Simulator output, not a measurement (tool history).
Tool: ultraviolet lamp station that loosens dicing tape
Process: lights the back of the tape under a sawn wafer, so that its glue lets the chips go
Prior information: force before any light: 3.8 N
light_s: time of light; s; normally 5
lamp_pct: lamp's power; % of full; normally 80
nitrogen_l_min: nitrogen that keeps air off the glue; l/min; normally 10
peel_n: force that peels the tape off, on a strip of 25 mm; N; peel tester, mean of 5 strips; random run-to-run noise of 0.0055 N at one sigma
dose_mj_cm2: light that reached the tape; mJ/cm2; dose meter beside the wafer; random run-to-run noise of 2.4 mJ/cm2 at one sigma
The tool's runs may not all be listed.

run    hour  light_s  lamp_pct  nitrogen_l_min  peel_n  dose_mj_cm2
  1       0        5        80              10    0.23          199
  2      53        5        80              10   0.248          193
  3   111.8        5        80              10    0.25          183
  4   140.9        5        85              10   0.223          198
  5   170.5        5        85              10    0.24          200
  6   222.9        3        80              10   0.762          107
  7   270.8        3        80              10   0.791          108
  8   317.4        5        80              10    0.31          169
  9   383.1        5        80              10   0.329          169
 10     446        5        80              10   0.362          166
 11   494.9        5        80              10   0.371          159
      528.6  -- window cleaned of glue's vapour
 12   539.1        5        80              10   0.487          144
 13   574.8        5        80              10   0.477          138
 14   639.8        5        80              10   0.522          133
        666  -- window cleaned of glue's vapour, once more
 15   695.3        5        98              10   0.196          215
 16   727.8        5        98              10   0.192          210
 17   764.5        5        80              10   0.321          173
 18   831.9        5        85              10    0.31          174
 19   874.7        5        85              10   0.333          170
 20   916.5        5        85              10   0.333          166
 21   963.2        5        67              10   0.561          125
 22  1020.6        6        80              11   0.271          174
 23  1068.1        8        61              17    0.19          176
 24  1129.9        5        67               4   1.165          118
 25    1170        8        80               7   0.264          219
 26  1213.2        2        71              12   1.714           45
     1268.6  -- window cleaned of glue's vapour
 27  1276.8        2        71              12   1.529           54
 28  1341.3        2        71              12   1.637           52
 29  1401.1        4        95              15   0.368          135
 30  1438.7        4        64              15   0.786           90
 31  1478.8        8        84              15   0.112          232
 32  1520.8        5        80               5   0.841          136
     1524.7  -- lamp changed
 33    1560        9        81              10   0.073          449
 34  1597.7        9        81              10   0.065          443

Alternative continuations, all from the tool just after run 34; predict every row:
  A  1630.7        6        81              10       ?            ?
  B  1630.7        3        80              16       ?            ?
  C  1630.7        9        81               8       ?            ?
  D  1630.7        9        81               6       ?            ?

run  peel_n  dose_mj_cm2
  A   0.095          289
  B   0.319          145
  C   0.068          428
  D   0.088          435
With no hidden state in the tool, these same runs would have given:
run  peel_n  dose_mj_cm2
  A   0.078          326
  B   0.243          163
  C   0.064          483
  D    0.08          490
